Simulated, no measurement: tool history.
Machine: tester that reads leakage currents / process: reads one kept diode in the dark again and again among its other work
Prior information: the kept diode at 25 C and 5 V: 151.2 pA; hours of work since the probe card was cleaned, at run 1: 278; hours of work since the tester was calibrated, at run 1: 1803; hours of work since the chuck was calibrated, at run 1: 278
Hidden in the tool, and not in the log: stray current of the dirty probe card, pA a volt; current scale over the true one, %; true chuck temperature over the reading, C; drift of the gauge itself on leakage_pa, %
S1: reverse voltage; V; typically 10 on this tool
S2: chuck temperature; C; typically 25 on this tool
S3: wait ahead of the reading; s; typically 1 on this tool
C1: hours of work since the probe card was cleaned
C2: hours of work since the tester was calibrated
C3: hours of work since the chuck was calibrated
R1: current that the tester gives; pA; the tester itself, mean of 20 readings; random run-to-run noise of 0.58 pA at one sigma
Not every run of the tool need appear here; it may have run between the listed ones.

run    hour   S1  S2    S3    C1    C2   C3      R1
  1       0   10  25     1   278  1803  278  194.84
  2   169.1   10  25     1   382  1908  382  194.33
  3   354.8   10  25     1   497  2022  497  194.48
  4   454.3   10  25     1   559  2084  559  194.53
  5   630.7   10  25     1   667  2193  667  194.36
      646.9  -- tester calibrated
  6   733.3   10  25     1   730    53  730  190.29
  7   864.3   10  25     1   810   134  810  190.99
  8  1023.6   10  25     1   909   233  909  189.54
     1035.6  -- chuck's temperature calibrated
  9  1197.1   10  25     1  1015   338  100   186.3
 10  1383.7   10  25     1  1130   454  215  187.17
       1438  -- chuck's temperature calibrated, once more
 11  1502.1   10  25     1  1202   526   40  207.26
 12  1652.3  1.1  25  6.82  1294   618  132   94.19
 13  1764.1  1.1  25  6.82  1364   687  201   93.51
 14  1880.7  2.3  28  4.53  1435   759  273  160.53
 15  2035.2   10  48  0.32  1531   855  369  1524.5

Alternative continuations, all from the tool just after run 15; predict every row:
  A  2156.5   10  44     1  1606  930  444   ?
  B  2156.5   10  34  3.77  1606  930  444   ?
  C  2156.5   10  40     1  1606  930  444   ?
  D  2156.5   12  47     1  1606  930  444   ?
  E  2156.5  3.9  26  0.46  1606  930  444   ?

run       R1
  A  1086.11
  B   459.18
  C   776.27
  D  1489.22
  E   160.09
The same runs, with their run-to-run variation unchanged, on a tool lacking any hidden condition would have given:
run       R1
  A  1066.41
  B   443.09
  C   758.32
  D   1464.4
  E   153.94

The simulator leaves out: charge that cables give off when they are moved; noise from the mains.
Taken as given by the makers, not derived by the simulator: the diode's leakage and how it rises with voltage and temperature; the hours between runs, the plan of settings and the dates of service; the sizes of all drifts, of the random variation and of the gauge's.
